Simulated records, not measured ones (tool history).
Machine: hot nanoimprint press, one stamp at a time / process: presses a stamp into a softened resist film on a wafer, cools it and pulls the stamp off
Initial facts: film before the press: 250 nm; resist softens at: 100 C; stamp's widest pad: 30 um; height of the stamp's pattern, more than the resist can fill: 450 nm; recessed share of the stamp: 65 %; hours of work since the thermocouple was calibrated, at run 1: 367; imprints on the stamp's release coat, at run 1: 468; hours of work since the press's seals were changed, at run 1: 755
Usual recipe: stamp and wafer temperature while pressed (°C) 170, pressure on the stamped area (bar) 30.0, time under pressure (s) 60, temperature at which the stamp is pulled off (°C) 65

run	hour	stamp and wafer temperature while pressed (°C)	pressure on the stamped area (bar)	time under pressure (s)	temperature at which the stamp is pulled off (°C)	hours of work since the thermocouple was calibrated	imprints on the stamp's release coat	hours of work since the press's seals were changed	resist left under the stamp's widest pad (angstrom)	greatest force while the stamp is pulled off (N)
1	0.0	170	30.0	60	65	367	468	755	939	126.9
# hour 30.6: stamp cleaned and given a new release coat
2	55.1	170	30.0	60	65	404	127	792	934	125.2
# hour 78.5: press's hydraulic seals changed and the load cell set to zero
3	111.1	170	30.0	60	65	441	375	25	932	126.8
# hour 160.4: stamp cleaned and given a new release coat
4	163.3	170	30.0	60	65	476	15	60	923	125.5
5	223.7	170	30.0	80	65	522	327	106	830	126.2
# hour 280.1: stamp cleaned and given a new release coat
6	286.8	170	30.0	80	65	566	35	150	840	126.6
# hour 327.2: plate thermocouple calibrated
7	351.5	170	30.0	80	65	19	354	197	838	125.4
# hour 404.1: stamp cleaned and given a new release coat
8	421.5	170	30.0	80	65	67	90	246	839	126.5
9	484.2	170	30.0	80	65	115	415	294	829	125.4
10	512.8	170	19.4	80	52	137	563	316	1063	155.0
# hour 523.4: stamp cleaned and given a new release coat
11	574.7	170	19.4	80	52	180	265	358	1047	154.3

Run 12 has not been measured yet. What should we expect?
12	624.8	169	24.7	43	67	218	525	397	?	?

Run 12 came out at resist left under the stamp's widest pad (angstrom) 1202, greatest force while the stamp is pulled off (N) 122.6.
With no hidden state in the tool, this same run would have given resist left under the stamp's widest pad (angstrom) 1199, greatest force while the stamp is pulled off (N) 122.1.
